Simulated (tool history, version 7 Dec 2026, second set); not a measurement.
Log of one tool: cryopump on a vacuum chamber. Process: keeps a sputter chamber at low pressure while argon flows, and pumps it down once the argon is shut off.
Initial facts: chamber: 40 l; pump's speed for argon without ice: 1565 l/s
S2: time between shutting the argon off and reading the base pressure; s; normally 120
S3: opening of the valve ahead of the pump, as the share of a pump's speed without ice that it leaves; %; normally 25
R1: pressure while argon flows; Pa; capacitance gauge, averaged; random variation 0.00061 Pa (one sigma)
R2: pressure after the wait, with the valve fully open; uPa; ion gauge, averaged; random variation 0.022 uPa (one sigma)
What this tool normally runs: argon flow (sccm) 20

run 1 day=0.000 | argon_flow_(sccm)=20 S2=120 S3=25 | R1=0.0872 R2=2.99
run 2 day=1.258 | argon_flow_(sccm)=20 S2=120 S3=27 | R1=0.0832 R2=2.92
run 3 day=3.088 | argon_flow_(sccm)=20 S2=120 S3=25 | R1=0.0889 R2=3.04
run 4 day=4.483 | argon_flow_(sccm)=20 S2=120 S3=25 | R1=0.0898 R2=3.03
run 5 day=5.417 | argon_flow_(sccm)=20 S2=120 S3=25 | R1=0.0899 R2=3.16
-- day=5.746 leaking fittings of the chamber tightened, without venting
run 6 day=7.125 | argon_flow_(sccm)=20 S2=120 S3=25 | R1=0.0887 R2=0.73
run 7 day=8.454 | argon_flow_(sccm)=19 S2=120 S3=25 | R1=0.0852 R2=0.76
run 8 day=9.992 | argon_flow_(sccm)=19 S2=120 S3=25 | R1=0.0865 R2=0.74
run 9 day=10.938 | argon_flow_(sccm)=19 S2=120 S3=25 | R1=0.0867 R2=0.81
run 10 day=12.571 | argon_flow_(sccm)=19 S2=120 S3=25 | R1=0.0865 R2=0.86
run 11 day=14.296 | argon_flow_(sccm)=20 S2=177 S3=25 | R1=0.0913 R2=0.79
run 12 day=16.025 | argon_flow_(sccm)=20 S2=177 S3=25 | R1=0.0917 R2=0.83
run 13 day=17.708 | argon_flow_(sccm)=20 S2=177 S3=25 | R1=0.0917 R2=0.86
run 14 day=19.067 | argon_flow_(sccm)=20 S2=177 S3=25 | R1=0.0918 R2=0.90
run 15 day=19.979 | argon_flow_(sccm)=20 S2=120 S3=25 | R1=0.0919 R2=1.05
run 16 day=20.800 | argon_flow_(sccm)=20 S2=120 S3=25 | R1=0.0921 R2=1.14
run 17 day=22.279 | argon_flow_(sccm)=20 S2=120 S3=30 | R1=0.0773 R2=1.19
run 18 day=24.154 | argon_flow_(sccm)=20 S2=120 S3=30 | R1=0.0778 R2=1.24
run 19 day=25.558 | argon_flow_(sccm)=23 S2=120 S3=60 | R1=0.0480 R2=1.24
-- day=26.146 pump warmed up, emptied and cooled again
run 20 day=27.442 | argon_flow_(sccm)=23 S2=37 S3=22 | R1=0.1143 R2=1.98
run 21 day=28.562 | argon_flow_(sccm)=9 S2=169 S3=34 | R1=0.0284 R2=1.03
run 22 day=30.150 | argon_flow_(sccm)=11 S2=25 S3=18 | R1=0.0669 R2=2.70
run 23 day=31.175 | argon_flow_(sccm)=22 S2=25 S3=18 | R1=0.1320 R2=2.70
run 24 day=32.100 | argon_flow_(sccm)=22 S2=25 S3=18 | R1=0.1336 R2=2.75
run 25 day=33.117 | argon_flow_(sccm)=22 S2=25 S3=18 | R1=0.1343 R2=2.74
run 26 day=34.754 | argon_flow_(sccm)=29 S2=45 S3=24 | R1=0.1334 R2=1.93
run 27 day=35.533 | argon_flow_(sccm)=29 S2=252 S3=53 | R1=0.0621 R2=1.16
run 28 day=37.208 | argon_flow_(sccm)=29 S2=252 S3=53 | R1=0.0615 R2=1.19
run 29 day=39.104 | argon_flow_(sccm)=10 S2=67 S3=16 | R1=0.0689 R2=1.82
run 30 day=40.975 | argon_flow_(sccm)=20 S2=250 S3=25 | R1=0.0897 R2=1.31
run 31 day=42.521 | argon_flow_(sccm)=20 S2=250 S3=25 | R1=0.0887 R2=1.38
run 32 day=43.396 | argon_flow_(sccm)=21 S2=215 S3=18 | R1=0.1287 R2=1.46
run 33 day=44.500 | argon_flow_(sccm)=37 S2=215 S3=60 | R1=0.0715 R2=1.43

Run 34 is up next; what results do you expect?
run 34 day=46.421 | argon_flow_(sccm)=37 S2=215 S3=60 | R1=? R2=?

{"run 34": {"R1": 0.0716, "R2": 1.52}}
Without the tool's hidden state the same run would have given R1 0.0660 Pa, R2 0.38 uPa.

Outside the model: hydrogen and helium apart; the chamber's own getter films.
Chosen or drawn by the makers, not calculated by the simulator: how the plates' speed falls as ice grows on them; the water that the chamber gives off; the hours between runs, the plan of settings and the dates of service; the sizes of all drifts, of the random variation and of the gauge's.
